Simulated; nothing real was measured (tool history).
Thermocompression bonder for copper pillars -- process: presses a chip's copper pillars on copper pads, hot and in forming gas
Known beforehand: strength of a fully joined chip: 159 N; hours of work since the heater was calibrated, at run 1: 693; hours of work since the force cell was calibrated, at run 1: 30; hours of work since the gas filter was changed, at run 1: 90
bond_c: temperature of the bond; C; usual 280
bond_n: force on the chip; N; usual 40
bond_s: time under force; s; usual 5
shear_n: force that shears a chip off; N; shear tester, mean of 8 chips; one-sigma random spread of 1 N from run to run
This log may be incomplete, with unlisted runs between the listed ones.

run	hour	bond_c	bond_n	bond_s	hours of work since the heater was calibrated	hours of work since the force cell was calibrated	hours of work since the gas filter was changed	shear_n
1	0	280	40	5	693	30	90	81.3
2	18.4	280	40	3	701	38	98	66.3
3	31.9	280	40	3	707	44	104	67
4	48.5	280	40	3	714	51	111	65.1
5	66.5	280	40	7	721	58	118	85.4
6	83.9	280	40	5	729	66	126	77.8
7	97.4	280	40	5	734	71	131	76.4
# hour 101.3: heater calibrated with a thermocouple chip
8	117.4	280	40	5	7	79	139	76.5
9	134.9	280	40	5	14	86	146	75.8
10	152.9	280	40	5	22	94	154	74.9
11	165.4	280	40	5	27	99	159	76.1
# hour 186.6: heater calibrated with a thermocouple chip, once more
12	188	280	40	5	1	108	168	80.6
13	206.7	283	35	5	8	116	176	79.9
14	227.8	283	42	3	17	125	185	71.9
15	243.2	293	34	6	24	131	191	93.1
16	257.9	304	34	3	30	137	198	84.1
17	270.1	257	32	4	35	143	203	45.9
# hour 274.8: forming gas filter changed
18	285	257	32	4	41	149	4	51.6
19	300.2	257	32	4	48	155	11	52.2
20	317.5	257	32	4	55	162	18	50.4
21	337.9	257	32	4	64	171	27	49.8
22	355.3	285	35	5	71	178	34	87.9
23	373.8	290	35	9	79	186	42	111.7

Consider 4 possible next runs. They are alternatives, not a sequence: every one starts from the tool as it was left by run 23. What does each give?
A	382.8	281	40	5	83	190	46	?
B	382.8	266	40	3	83	190	46	?
C	382.8	276	51	5	83	190	46	?
D	382.8	290	50	4	83	190	46	?

run	shear_n
A	86.6
B	58.5
C	88.7
D	98.8
Had the tool no hidden state, the same runs would have come out as:
run	shear_n
A	89.4
B	60.4
C	91.6
D	102
